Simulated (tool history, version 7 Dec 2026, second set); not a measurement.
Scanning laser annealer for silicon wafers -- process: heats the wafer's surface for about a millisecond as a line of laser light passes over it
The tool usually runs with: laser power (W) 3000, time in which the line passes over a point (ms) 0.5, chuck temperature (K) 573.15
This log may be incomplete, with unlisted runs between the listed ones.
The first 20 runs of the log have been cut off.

run   hour  laser power (W)  time in which the line passes over a point (ms)  chuck temperature (K)  hours of work since the window was cleaned  hours of work since the power meter was calibrated  hours of work since the optics were aligned  highest temperature of the surface (K)
 21  166.6             2895                                            0.581                 595.15                                         348                                                 230                                          599                                 1330.15
 22  172.8             2838                                            0.581                 552.15                                         351                                                 233                                          602                                 1274.15
 23  179.7             2838                                            0.581                 552.15                                         354                                                 236                                          605                                 1272.15
 24  185.5             2667                                            0.601                 610.15                                         357                                                 239                                          608                                 1302.15
 25  191.2             2667                                            0.503                 610.15                                         360                                                 242                                          610                                 1231.15
 26  196.8             2778                                            0.383                 592.15                                         363                                                 245                                          613                                 1140.15
 27  204.7             2573                                            0.383                 592.15                                         366                                                 248                                          617                                 1098.15
 28  215.7             2573                                            0.383                 592.15                                         372                                                 254                                          622                                 1100.15
     221.9  -- optics aligned, line set to its width
 29  229.1             2930                                            0.391                 573.15                                         376                                                 258                                            3                                 1159.15
 30  237.9             2925                                            0.578                 609.15                                         380                                                 262                                            8                                 1345.15
 31  246.7             2925                                            0.603                 559.15                                         384                                                 266                                           12                                 1316.15
 32    257             3103                                            0.603                 559.15                                         389                                                 271                                           17                                 1362.15
 33  266.3             3103                                            0.603                 559.15                                         393                                                 276                                           21                                 1361.15
     273.1  -- optics aligned, line set to its width, once more
 34  280.5             3103                                            0.603                 559.15                                         398                                                 280                                            4                                 1365.15
 35  285.6             3103                                            0.603                 559.15                                         400                                                 282                                            6                                 1368.15
 36  294.9             3103                                            0.603                 559.15                                         405                                                 287                                           10                                 1367.15
 37  300.7             3103                                            0.603                 559.15                                         408                                                 290                                           13                                 1365.15
 38  305.9             3103                                            0.603                 559.15                                         410                                                 292                                           16                                 1365.15
 39  312.8             3103                                            0.603                 559.15                                         413                                                 295                                           19                                 1367.15
 40  323.5             3000                                            0.551                 577.15                                         418                                                 301                                           24                                 1313.15

Branching from run 40: 5 alternative next runs. What would each branch give?
  A  334.2             3000                                            0.505                 577.15                                         424                                                 306                                           29                                       ?
  B  334.2             2824                                              0.5                 573.15                                         424                                                 306                                           29                                       ?
  C  334.2             2561                                              0.5                 600.15                                         424                                                 306                                           29                                       ?
  D  334.2             3000                                            0.402                 606.15                                         424                                                 306                                           29                                       ?
  E  334.2             2783                                            0.422                 560.15                                         424                                                 306                                           29                                       ?

run  highest temperature of the surface (K)
  A                                 1276.15
  B                                 1228.15
  C                                 1194.15
  D                                 1218.15
  E                                 1145.15
What these runs would have given with no unlogged condition in the tool:
run  highest temperature of the surface (K)
  A                                 1305.15
  B                                 1254.15
  C                                 1217.15
  D                                 1243.15
  E                                 1169.15

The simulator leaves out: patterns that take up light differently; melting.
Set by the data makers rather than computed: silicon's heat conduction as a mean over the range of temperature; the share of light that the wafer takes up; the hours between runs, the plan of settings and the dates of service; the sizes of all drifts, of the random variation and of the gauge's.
